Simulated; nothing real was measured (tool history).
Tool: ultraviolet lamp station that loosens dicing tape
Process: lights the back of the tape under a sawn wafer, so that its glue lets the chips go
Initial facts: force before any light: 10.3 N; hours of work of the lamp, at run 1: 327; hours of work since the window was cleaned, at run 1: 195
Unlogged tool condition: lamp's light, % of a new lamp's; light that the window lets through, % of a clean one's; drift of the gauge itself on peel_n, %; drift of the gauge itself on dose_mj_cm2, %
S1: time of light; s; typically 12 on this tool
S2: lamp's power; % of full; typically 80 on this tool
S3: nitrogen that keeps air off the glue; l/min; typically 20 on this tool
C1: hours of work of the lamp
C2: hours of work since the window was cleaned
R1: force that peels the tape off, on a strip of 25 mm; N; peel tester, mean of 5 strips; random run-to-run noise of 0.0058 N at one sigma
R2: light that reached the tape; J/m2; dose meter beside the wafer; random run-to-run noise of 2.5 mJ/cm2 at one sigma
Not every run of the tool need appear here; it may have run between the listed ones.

| run | hour | S1 | S2 | S3 | C1 | C2 | R1 | R2 |
|---|---|---|---|---|---|---|---|---|
| 1 | 0.0 | 12 | 80 | 20 | 327 | 195 | 0.196 | 2600 |
| 2 | 12.7 | 12 | 80 | 20 | 333 | 200 | 0.199 | 2550 |
| 3 | 32.7 | 12 | 80 | 20 | 341 | 208 | 0.200 | 2580 |
| 4 | 43.5 | 12 | 80 | 8 | 345 | 213 | 0.542 | 2580 |
| 5 | 53.4 | 12 | 80 | 20 | 349 | 217 | 0.208 | 2580 |
| 6 | 66.7 | 12 | 80 | 20 | 355 | 222 | 0.214 | 2580 |
| 7 | 83.0 | 12 | 80 | 20 | 361 | 229 | 0.205 | 2530 |
| 8 | 101.8 | 12 | 80 | 20 | 369 | 237 | 0.198 | 2540 |
| 9 | 113.0 | 12 | 99 | 20 | 373 | 241 | 0.124 | 3130 |
| 10 | 133.8 | 17 | 99 | 20 | 382 | 250 | 0.089 | 4410 |
| 11 | 145.7 | 12 | 80 | 20 | 387 | 254 | 0.211 | 2520 |
|  | 147.8 | window cleaned of glue's vapour |
| 12 | 155.6 | 12 | 80 | 20 | 391 | 3 | 0.206 | 2470 |
| 13 | 173.7 | 15 | 80 | 20 | 398 | 11 | 0.125 | 3090 |
| 14 | 193.0 | 15 | 80 | 20 | 406 | 18 | 0.132 | 3120 |
| 15 | 211.9 | 15 | 80 | 20 | 414 | 26 | 0.128 | 3050 |
| 16 | 221.6 | 7 | 80 | 20 | 418 | 30 | 0.896 | 1420 |
| 17 | 233.1 | 12 | 80 | 20 | 422 | 35 | 0.227 | 2470 |
| 18 | 249.3 | 12 | 91 | 20 | 429 | 41 | 0.158 | 2780 |
|  | 269.5 | window cleaned of glue's vapour, once more |
| 19 | 270.0 | 12 | 91 | 20 | 437 | 0 | 0.139 | 2960 |
| 20 | 290.3 | 12 | 91 | 23 | 445 | 9 | 0.127 | 2970 |
| 21 | 309.4 | 12 | 91 | 23 | 453 | 16 | 0.122 | 2960 |
| 22 | 322.0 | 12 | 91 | 23 | 458 | 21 | 0.131 | 2990 |
| 23 | 331.5 | 12 | 91 | 23 | 462 | 25 | 0.130 | 2940 |
| 24 | 343.1 | 12 | 80 | 12 | 467 | 30 | 0.325 | 2590 |
| 25 | 354.4 | 11 | 88 | 20 | 472 | 35 | 0.190 | 2660 |
| 26 | 374.0 | 17 | 90 | 17 | 480 | 43 | 0.097 | 4110 |
| 27 | 388.0 | 17 | 90 | 17 | 485 | 48 | 0.088 | 4030 |
| 28 | 399.2 | 12 | 67 | 9 | 490 | 53 | 0.738 | 2130 |
| 29 | 415.5 | 12 | 67 | 9 | 496 | 60 | 0.747 | 2160 |
| 30 | 429.9 | 8 | 60 | 34 | 502 | 65 | 0.794 | 1280 |
| 31 | 445.1 | 20 | 87 | 13 | 509 | 72 | 0.097 | 4600 |
| 32 | 458.4 | 13 | 72 | 20 | 514 | 77 | 0.231 | 2460 |

For run 33, what comes out?
| 33 | 473.5 | 9 | 75 | 20 | 520 | 83 | ? | ? |

{"run 33": {"R1": 0.526, "R2": 1810}}
Minus the tool's unlogged condition, the same run would have read R1 0.374 N, R2 2050 J/m2.
